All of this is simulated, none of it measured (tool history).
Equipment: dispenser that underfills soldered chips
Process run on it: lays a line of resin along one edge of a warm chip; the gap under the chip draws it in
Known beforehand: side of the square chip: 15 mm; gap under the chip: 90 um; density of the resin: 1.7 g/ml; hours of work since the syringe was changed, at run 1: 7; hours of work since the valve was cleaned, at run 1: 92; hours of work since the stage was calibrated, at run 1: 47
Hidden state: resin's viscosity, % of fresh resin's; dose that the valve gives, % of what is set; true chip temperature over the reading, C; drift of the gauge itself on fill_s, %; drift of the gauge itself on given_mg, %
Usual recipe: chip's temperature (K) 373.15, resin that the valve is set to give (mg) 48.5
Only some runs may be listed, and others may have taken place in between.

run	hour	chip's temperature (K)	resin that the valve is set to give (mg)	hours of work since the syringe was changed	hours of work since the valve was cleaned	hours of work since the stage was calibrated	time until the resin shows at the far edge (s)	resin that the valve gave (mg)
1	0	373.15	48.5	7	92	47	122.2	46.31
# hour 0.7: new syringe of resin
2	3.1	373.15	48.5	1	93	49	84.3	46.42
# hour 5: dispensing valve cleaned and set on the balance
3	6.3	373.15	41.5	3	1	50	95.1	41.59
4	9.6	373.15	41.5	5	3	52	112	41.4
# hour 13.1: new syringe of resin
5	14.7	373.15	41.5	1	6	55	83.5	41.35
6	19.7	373.15	41.5	4	9	58	110.6	41.16
7	21.9	373.15	41.5	5	10	60	119.7	41.4
# hour 24.4: new syringe of resin
8	24.9	361.15	41.5	0	12	61	106.4	41.25
9	29.4	361.15	41.5	3	14	64	134.3	41.15
10	33	361.15	49.7	5	17	66	147.8	49.32
# hour 35.7: new syringe of resin
11	37.6	369.15	48.5	1	19	69	88.7	47.76
12	39.9	369.15	48.5	3	21	70	99.4	47.97
13	43.7	369.15	48.5	5	23	73	120.7	47.84
14	46.5	369.15	48.5	7	25	74	136.1	48.07
# hour 47.2: new syringe of resin
15	50.1	373.15	48.5	2	27	76	83.9	47.93
16	55.1	373.15	48.5	5	30	79	104.4	47.67
# hour 58.4: new syringe of resin
17	59.6	373.15	48.5	1	32	82	79.2	47.5
18	63.8	373.15	48.5	3	35	84	96.6	47.55
19	68	364.15	58.6	6	37	87	143.5	57.29
# hour 69.8: new syringe of resin
20	73.2	364.15	58.6	2	40	90	107.6	57.44
21	76.6	367.15	49.1	4	43	92	118.9	47.97
22	79.7	373.15	56.5	6	44	94	117.9	54.97
# hour 81.1: new syringe of resin
23	83.1	363.15	42.2	1	46	96	111.3	41.11
24	86.7	367.15	48.5	3	49	98	114	47.31
25	91.5	367.15	48.5	6	51	101	141.9	46.88
# hour 92.6: new syringe of resin
26	94.9	367.15	48.5	1	53	103	97.3	47
27	98.6	368.15	61.1	4	56	105	108.1	59.25
28	101.3	368.15	61.1	5	57	107	120.1	59.07
# hour 104.3: new syringe of resin
29	105.3	384.15	45.8	1	60	109	61.4	44.13
30	107.6	373.15	44.3	2	61	110	87.9	42.89
31	109.9	359.15	48.5	3	62	112	140.2	46.62
32	113.7	362.15	48.3	6	65	114	156.1	46.48
# hour 115.6: new syringe of resin
33	118	360.15	48.3	1	67	117	118.9	46.46
34	120.7	386.15	42.4	3	69	118	72.6	40.83
35	125.7	366.15	42.8	6	72	121	156.1	41.09

Consider 3 possible next runs. They are alternatives, not a sequence: every one starts from the tool as it was left by run 35. What does each give?
# hour 127.1: new syringe of resin
A	130	365.15	47.3	2	74	124	?	?
# hour 127.1: new syringe of resin
B	130	361.15	54.3	2	74	124	?	?
# hour 127.1: new syringe of resin
C	130	369.15	46.2	2	74	124	?	?

run	time until the resin shows at the far edge (s)	resin that the valve gave (mg)
A	107.1	45.36
B	113.7	52.28
C	95.7	43.97
Without the tool's hidden state the same runs would have given:
run	time until the resin shows at the far edge (s)	resin that the valve gave (mg)
A	93.1	47.34
B	99.4	54.56
C	83.2	45.88
